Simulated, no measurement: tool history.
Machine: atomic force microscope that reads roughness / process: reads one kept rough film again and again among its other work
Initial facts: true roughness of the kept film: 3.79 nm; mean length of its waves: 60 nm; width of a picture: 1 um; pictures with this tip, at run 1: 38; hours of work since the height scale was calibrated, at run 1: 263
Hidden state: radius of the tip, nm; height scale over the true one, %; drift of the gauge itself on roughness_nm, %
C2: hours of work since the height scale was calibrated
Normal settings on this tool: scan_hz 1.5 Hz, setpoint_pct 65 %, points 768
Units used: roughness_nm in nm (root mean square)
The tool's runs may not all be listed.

Run 1, hour 0: usual settings; pictures with this tip 38; C2 263. Result: roughness_nm 3.326 nm (root mean square).
Run 2, hour 18.2: usual settings; pictures with this tip 80; C2 275. Result: roughness_nm 3.282 nm (root mean square).
At hour 35.4: new tip fitted.
Run 3, hour 39.4: usual settings; pictures with this tip 9; C2 289. Result: roughness_nm 3.465 nm (root mean square).
Run 4, hour 57.7: usual settings; pictures with this tip 51; C2 301. Result: roughness_nm 3.347 nm (root mean square).
Run 5, hour 81.7: usual settings but scan_hz 1.98 Hz; pictures with this tip 105; C2 317. Result: roughness_nm 3.153 nm (root mean square).
At hour 86.5: new tip fitted.
Run 6, hour 94.5: usual settings but scan_hz 1.98 Hz; pictures with this tip 18; C2 325. Result: roughness_nm 3.366 nm (root mean square).
Run 7, hour 113.9: usual settings but scan_hz 1.98 Hz; pictures with this tip 62; C2 338. Result: roughness_nm 3.227 nm (root mean square).
Run 8, hour 136.1: usual settings but scan_hz 1.98 Hz; pictures with this tip 112; C2 352. Result: roughness_nm 3.148 nm (root mean square).
At hour 138.8: new tip fitted.
Run 9, hour 148.8: usual settings but scan_hz 1.98 Hz; pictures with this tip 23; C2 360. Result: roughness_nm 3.361 nm (root mean square).
Run 10, hour 166.3: usual settings but scan_hz 1.47 Hz; pictures with this tip 62; C2 372. Result: roughness_nm 3.351 nm (root mean square).
Run 11, hour 187.2: usual settings but scan_hz 1.47 Hz; pictures with this tip 110; C2 385. Result: roughness_nm 3.223 nm (root mean square).
At hour 190.8: new tip fitted.
Run 12, hour 201.4: usual settings but scan_hz 1.47 Hz; pictures with this tip 25; C2 394. Result: roughness_nm 3.422 nm (root mean square).
Run 13, hour 220.5: usual settings but scan_hz 1.47 Hz; pictures with this tip 68; C2 407. Result: roughness_nm 3.314 nm (root mean square).
Run 14, hour 234.5: usual settings; pictures with this tip 100; C2 416. Result: roughness_nm 3.201 nm (root mean square).
At hour 242.9: new tip fitted.
Run 15, hour 246.6: usual settings but scan_hz 1.74 Hz; pictures with this tip 9; C2 424. Result: roughness_nm 3.421 nm (root mean square).
Run 16, hour 270.1: usual settings; pictures with this tip 62; C2 439. Result: roughness_nm 3.343 nm (root mean square).
Run 17, hour 283.4: usual settings; pictures with this tip 92; C2 448. Result: roughness_nm 3.268 nm (root mean square).
At hour 294: new tip fitted.
Run 18, hour 305.1: usual settings; pictures with this tip 25; C2 462. Result: roughness_nm 3.398 nm (root mean square).
Run 19, hour 328.4: usual settings but setpoint_pct 85 %; pictures with this tip 78; C2 477. Result: roughness_nm 2.97 nm (root mean square).
At hour 346.2: new tip fitted.
Run 20, hour 347.4: usual settings; pictures with this tip 3; C2 489. Result: roughness_nm 3.446 nm (root mean square).
Run 21, hour 372.6: usual settings; pictures with this tip 60; C2 506. Result: roughness_nm 3.309 nm (root mean square).
Run 22, hour 390.8: usual settings but points 553; pictures with this tip 101; C2 518. Result: roughness_nm 3.187 nm (root mean square).
At hour 398.4: new tip fitted.
Run 23, hour 411.8: usual settings but scan_hz 0.91 Hz, points 553; pictures with this tip 30; C2 531. Result: roughness_nm 3.483 nm (root mean square).
Run 24, hour 431.2: usual settings but scan_hz 0.91 Hz, points 553; pictures with this tip 74; C2 544. Result: roughness_nm 3.348 nm (root mean square).
At hour 449.6: new tip fitted.
Run 25, hour 452.6: usual settings but setpoint_pct 60 %, points 431; pictures with this tip 6; C2 558. Result: roughness_nm 3.496 nm (root mean square).
Run 26, hour 463: usual settings but setpoint_pct 64 %, points 452; pictures with this tip 30; C2 564. Result: roughness_nm 3.38 nm (root mean square).
Run 27, hour 480.1: usual settings but scan_hz 0.52 Hz, setpoint_pct 66 %, points 853; pictures with this tip 68; C2 576. Result: roughness_nm 3.407 nm (root mean square).
Run 28, hour 497.6: usual settings but scan_hz 1.52 Hz, points 890; pictures with this tip 108; C2 587. Result: roughness_nm 3.215 nm (root mean square).
At hour 500.7: new tip fitted.
Run 29, hour 519.1: usual settings but scan_hz 0.62 Hz, setpoint_pct 69 %, points 975; pictures with this tip 42; C2 601. Result: roughness_nm 3.447 nm (root mean square).
Run 30, hour 536.5: usual settings but scan_hz 0.62 Hz, setpoint_pct 69 %, points 975; pictures with this tip 81; C2 612. Result: roughness_nm 3.352 nm (root mean square).
At hour 551.7: new tip fitted.
Run 31, hour 557.9: usual settings but scan_hz 0.71 Hz, setpoint_pct 57 %; pictures with this tip 14; C2 626. Result: roughness_nm 3.561 nm (root mean square).
Run 32, hour 582.1: usual settings but scan_hz 0.71 Hz, setpoint_pct 57 %; pictures with this tip 69; C2 642. Result: roughness_nm 3.422 nm (root mean square).
Run 33, hour 600.6: usual settings but scan_hz 2.18 Hz, setpoint_pct 57 %, points 429; pictures with this tip 111; C2 654. Result: roughness_nm 3.223 nm (root mean square).
At hour 602.6: new tip fitted.
Run 34, hour 621.7: usual settings but scan_hz 1.51 Hz, points 668; pictures with this tip 43; C2 668. Result: roughness_nm 3.339 nm (root mean square).
Run 35, hour 639.1: usual settings but scan_hz 1.51 Hz, points 668; pictures with this tip 83; C2 679. Result: roughness_nm 3.251 nm (root mean square).
At hour 653.2: new tip fitted.
Run 36, hour 653.2: usual settings but setpoint_pct 67 %, points 294; pictures with this tip 0; C2 688. Result: roughness_nm 3.423 nm (root mean square).
Run 37, hour 670.1: usual settings but scan_hz 1.2 Hz, setpoint_pct 58 %; pictures with this tip 38; C2 699. Result: roughness_nm 3.458 nm (root mean square).
Run 38, hour 687.6: usual settings but scan_hz 1.2 Hz, setpoint_pct 58 %; pictures with this tip 77; C2 711. Result: roughness_nm 3.351 nm (root mean square).
At hour 704.3: new tip fitted.
Run 39, hour 706.1: usual settings but scan_hz 0.78 Hz, setpoint_pct 67 %; pictures with this tip 4; C2 722. Result: roughness_nm 3.504 nm (root mean square).
Run 40, hour 719.8: usual settings but scan_hz 0.78 Hz, setpoint_pct 67 %; pictures with this tip 35; C2 731. Result: roughness_nm 3.457 nm (root mean square).
Run 41, hour 732: usual settings but scan_hz 2.01 Hz, setpoint_pct 67 %, points 593; pictures with this tip 63; C2 739. Result: roughness_nm 3.239 nm (root mean square).

Forecast each of these 4 alternatives for the next run:
Run A, hour 753.4: usual settings but scan_hz 2.85 Hz, setpoint_pct 58 %, points 742; pictures with this tip 111; C2 753. Result: roughness_nm ?.
Run B, hour 753.4: usual settings but scan_hz 3.45 Hz, setpoint_pct 67 %, points 822; pictures with this tip 111; C2 753. Result: roughness_nm ?.
Run C, hour 753.4: usual settings but scan_hz 3.05 Hz, setpoint_pct 88 %, points 595; pictures with this tip 111; C2 753. Result: roughness_nm ?.
Run D, hour 753.4: usual settings but scan_hz 2.01 Hz, setpoint_pct 82 %, points 593; pictures with this tip 111; C2 753. Result: roughness_nm ?.

run  roughness_nm
  A         3.139
  B         2.941
  C         2.433
  D         2.832
Had the tool no hidden state, the same runs would have come out as:
run  roughness_nm
  A         3.437
  B         3.218
  C         2.663
  D         3.101
